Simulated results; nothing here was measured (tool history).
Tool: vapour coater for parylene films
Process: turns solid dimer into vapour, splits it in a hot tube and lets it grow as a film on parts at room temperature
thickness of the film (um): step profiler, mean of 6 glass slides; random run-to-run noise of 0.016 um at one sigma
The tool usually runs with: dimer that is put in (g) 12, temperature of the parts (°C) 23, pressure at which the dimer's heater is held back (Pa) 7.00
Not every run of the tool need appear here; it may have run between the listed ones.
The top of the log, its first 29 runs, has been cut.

run	day	dimer that is put in (g)	temperature of the parts (°C)	pressure at which the dimer's heater is held back (Pa)	thickness of the film (um)
30	25.671	12	28	7.04	1.54
31	26.742	12	28	7.04	1.54
32	27.279	12	28	7.04	1.52
33	28.192	12	25	6.33	1.79
34	29.096	12	25	6.33	1.76
35	30.171	17	23	7.00	2.66
36	31.075	17	32	7.00	1.78
37	31.721	6	16	6.07	1.33
38	32.312	14	23	7.00	2.18
39	33.167	14	23	7.00	2.23
40	34.229	12	17	2.14	2.91
41	35.183	13	23	5.11	2.08

3 ways to go on from here, each from the tool as it stands after run 41. What would each give?
A	36.233	6	23	7.00	?
B	36.233	6	26	2.47	?
C	36.233	11	25	7.46	?

run	thickness of the film (um)
A	0.92
B	0.97
C	1.55
Take away the tool's hidden state, keep each run's random variation, and the runs would have read:
run	thickness of the film (um)
A	1.01
B	1.06
C	1.70
